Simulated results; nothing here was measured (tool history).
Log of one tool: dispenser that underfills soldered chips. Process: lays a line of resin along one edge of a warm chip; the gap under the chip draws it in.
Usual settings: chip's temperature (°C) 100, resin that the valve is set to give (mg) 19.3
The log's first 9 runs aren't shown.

| run | hour | chip's temperature (°C) | resin that the valve is set to give (mg) | time until the resin shows at the far edge (s) | resin that the valve gave (mg) |
|---|---|---|---|---|---|
|  | 66.2 | new syringe of resin |
| 10 | 67.5 | 93 | 19.3 | 180 | 18.72 |
| 11 | 74.9 | 93 | 19.3 | 236.5 | 18.71 |
|  | 77.5 | new syringe of resin |
| 12 | 86.8 | 90 | 19.3 | 271 | 18.62 |
|  | 88.9 | new syringe of resin |
|  | 94.3 | dispensing valve cleaned and set on the balance |
| 13 | 98.4 | 101 | 19.3 | 161.6 | 19.21 |
|  | 100.5 | new syringe of resin |
| 14 | 103.9 | 98 | 19.3 | 151.6 | 19.18 |
|  | 111 | new syringe of resin |
| 15 | 113.4 | 98 | 19.3 | 145.9 | 19.15 |
|  | 121.8 | new syringe of resin |
| 16 | 124 | 98 | 19.3 | 147 | 19.08 |
| 17 | 130 | 106 | 18.2 | 131.1 | 17.83 |
|  | 132.4 | new syringe of resin |
| 18 | 141.7 | 101 | 24.4 | 167 | 23.9 |
|  | 143.1 | new syringe of resin |
| 19 | 151.8 | 107 | 16.7 | 130.1 | 16.16 |
|  | 154.3 | new syringe of resin |
| 20 | 160.5 | 100 | 16.8 | 161.3 | 16.21 |
|  | 165.5 | new syringe of resin |
| 21 | 168.1 | 100 | 16.8 | 140.9 | 16.29 |
|  | 176.5 | new syringe of resin |
| 22 | 177.6 | 105 | 17.8 | 105.2 | 17.08 |
|  | 182.8 | dispensing valve cleaned and set on the balance |
|  | 188.4 | new syringe of resin |
| 23 | 190.7 | 86 | 16.7 | 258.4 | 16.6 |
|  | 198.9 | new syringe of resin |
| 24 | 201.7 | 108 | 21.1 | 99.2 | 20.89 |
|  | 209.9 | new syringe of resin |
| 25 | 213.1 | 93 | 24.1 | 178.6 | 23.89 |
| 26 | 219.2 | 105 | 24.4 | 136.7 | 24.05 |
|  | 221.3 | new syringe of resin |
| 27 | 226.3 | 97 | 23.9 | 164.9 | 23.45 |
|  | 232.7 | new syringe of resin |
| 28 | 238.4 | 89 | 20 | 241.7 | 19.5 |
|  | 243.8 | new syringe of resin |
| 29 | 248.3 | 113 | 18.5 | 85.9 | 18.03 |
|  | 254.9 | new syringe of resin |
| 30 | 257.6 | 110 | 23.2 | 86.5 | 22.56 |

4 ways to go on from here, each from the tool as it stands after run 30. What would each give?
|  | 265.8 | new syringe of resin |
| A | 266.3 | 93 | 19.6 | ? | ? |
|  | 265.8 | new syringe of resin |
| B | 266.3 | 94 | 19.7 | ? | ? |
|  | 265.8 | new syringe of resin |
| C | 266.3 | 86 | 19.3 | ? | ? |
|  | 265.8 | new syringe of resin |
| D | 266.3 | 105 | 16.8 | ? | ? |

| run | time until the resin shows at the far edge (s) | resin that the valve gave (mg) |
|---|---|---|
| A | 167.3 | 18.96 |
| B | 163.1 | 18.99 |
| C | 235.6 | 18.71 |
| D | 103.6 | 16.23 |
Without the tool's hidden state the same runs would have given:
| run | time until the resin shows at the far edge (s) | resin that the valve gave (mg) |
|---|---|---|
| A | 172.4 | 19.59 |
| B | 168.1 | 19.63 |
| C | 243.3 | 19.34 |
| D | 105.9 | 16.78 |
